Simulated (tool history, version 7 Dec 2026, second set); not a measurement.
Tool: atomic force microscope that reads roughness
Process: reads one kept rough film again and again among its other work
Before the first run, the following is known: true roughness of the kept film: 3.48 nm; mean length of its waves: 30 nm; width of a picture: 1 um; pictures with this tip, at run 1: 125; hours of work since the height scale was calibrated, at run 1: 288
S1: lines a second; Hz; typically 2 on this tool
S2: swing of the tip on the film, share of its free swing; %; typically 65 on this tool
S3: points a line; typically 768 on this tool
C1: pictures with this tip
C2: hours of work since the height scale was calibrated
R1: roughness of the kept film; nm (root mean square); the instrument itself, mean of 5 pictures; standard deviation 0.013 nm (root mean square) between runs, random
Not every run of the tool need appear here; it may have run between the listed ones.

| run | hour | S1 | S2 | S3 | C1 | C2 | R1 |
|---|---|---|---|---|---|---|---|
| 1 | 0 | 2 | 65 | 768 | 125 | 288 | 3.003 |
| 2 | 8.3 | 2 | 65 | 768 | 137 | 295 | 3.015 |
| 3 | 17.4 | 2.45 | 65 | 768 | 150 | 302 | 2.976 |
| 4 | 25.6 | 2 | 84 | 768 | 162 | 308 | 2.682 |
| 5 | 34 | 2 | 84 | 768 | 173 | 314 | 2.676 |
| 6 | 40.9 | 2 | 84 | 768 | 183 | 319 | 2.673 |
|  | 44.8 | new tip fitted |
| 7 | 46.3 | 2 | 84 | 768 | 2 | 323 | 2.701 |
| 8 | 51.2 | 2 | 84 | 768 | 9 | 327 | 2.716 |
| 9 | 56.7 | 2 | 64 | 768 | 17 | 331 | 3.043 |
| 10 | 65.2 | 2 | 65 | 768 | 29 | 337 | 3.02 |
| 11 | 73.5 | 2.54 | 65 | 768 | 41 | 344 | 2.964 |
| 12 | 77.5 | 2.54 | 65 | 768 | 46 | 347 | 2.967 |
| 13 | 85.4 | 2 | 65 | 768 | 57 | 353 | 2.994 |
| 14 | 91.3 | 2 | 65 | 768 | 66 | 357 | 3.014 |
| 15 | 99.1 | 2 | 70 | 768 | 77 | 363 | 2.933 |
| 16 | 103.5 | 2 | 70 | 768 | 83 | 366 | 2.954 |
| 17 | 112.6 | 2.99 | 65 | 768 | 96 | 373 | 2.925 |
| 18 | 120.1 | 0.79 | 65 | 768 | 106 | 379 | 3.152 |
| 19 | 127.6 | 0.79 | 65 | 768 | 117 | 384 | 3.14 |
| 20 | 136.9 | 2 | 65 | 684 | 130 | 391 | 2.991 |
| 21 | 143.1 | 2 | 65 | 863 | 139 | 396 | 3.01 |
| 22 | 152.1 | 1.45 | 65 | 863 | 152 | 403 | 3.048 |
| 23 | 158 | 1.45 | 65 | 863 | 160 | 407 | 3.043 |
| 24 | 164.3 | 2 | 65 | 768 | 169 | 412 | 3.019 |
| 25 | 170.6 | 2 | 65 | 768 | 178 | 417 | 3.022 |
| 26 | 176.5 | 0.64 | 65 | 768 | 186 | 421 | 3.152 |
|  | 178.5 | new tip fitted |
| 27 | 184.5 | 0.64 | 65 | 768 | 9 | 427 | 3.153 |
| 28 | 188.5 | 0.65 | 62 | 397 | 14 | 430 | 3.151 |
| 29 | 193 | 0.65 | 62 | 397 | 21 | 433 | 3.164 |
| 30 | 198.3 | 1.02 | 65 | 768 | 28 | 437 | 3.109 |
| 31 | 204.5 | 1.02 | 65 | 768 | 37 | 442 | 3.115 |
| 32 | 213.2 | 1.02 | 65 | 768 | 49 | 448 | 3.098 |
| 33 | 217.5 | 1.02 | 65 | 768 | 55 | 452 | 3.124 |
| 34 | 223.8 | 2 | 87 | 608 | 64 | 456 | 2.608 |
| 35 | 229.7 | 2 | 87 | 608 | 72 | 461 | 2.626 |
| 36 | 238 | 0.77 | 65 | 345 | 84 | 467 | 3.101 |
| 37 | 243.8 | 2.58 | 60 | 674 | 92 | 472 | 3.022 |
| 38 | 250.7 | 3.92 | 77 | 674 | 102 | 477 | 2.546 |
| 39 | 258.2 | 3.01 | 85 | 990 | 113 | 482 | 2.44 |
| 40 | 262.9 | 3.01 | 85 | 990 | 119 | 486 | 2.452 |
| 41 | 270.2 | 0.88 | 67 | 628 | 130 | 491 | 3.12 |
| 42 | 276.9 | 0.88 | 67 | 628 | 139 | 496 | 3.101 |
| 43 | 285 | 0.88 | 75 | 271 | 151 | 503 | 3.017 |
| 44 | 293.9 | 2 | 67 | 768 | 163 | 509 | 2.958 |
| 45 | 303.1 | 2 | 67 | 768 | 176 | 516 | 2.988 |
| 46 | 310.3 | 2 | 67 | 768 | 186 | 522 | 2.972 |
|  | 311.7 | new tip fitted |
| 47 | 315.1 | 2 | 67 | 768 | 4 | 525 | 2.961 |
| 48 | 323.7 | 3.75 | 58 | 603 | 17 | 531 | 2.965 |
| 49 | 329 | 2 | 70 | 768 | 24 | 535 | 2.947 |
| 50 | 335 | 2 | 70 | 768 | 33 | 540 | 2.932 |
| 51 | 343 | 1.18 | 86 | 330 | 44 | 546 | 2.865 |
| 52 | 352.6 | 0.61 | 61 | 768 | 57 | 553 | 3.171 |
| 53 | 359.3 | 0.82 | 65 | 264 | 67 | 558 | 3.072 |
| 54 | 367.5 | 0.82 | 65 | 264 | 78 | 564 | 3.084 |

Forecast each of these 3 alternatives for the next run:
| A | 374.2 | 2 | 77 | 768 | 88 | 569 | ? |
| B | 374.2 | 1.15 | 62 | 768 | 88 | 569 | ? |
| C | 374.2 | 3.82 | 56 | 264 | 88 | 569 | ? |

| run | R1 |
|---|---|
| A | 2.828 |
| B | 3.108 |
| C | 2.954 |
The same runs, with their run-to-run variation unchanged, on a tool lacking any hidden condition would have given:
| run | R1 |
|---|---|
| A | 2.834 |
| B | 3.116 |
| C | 2.961 |
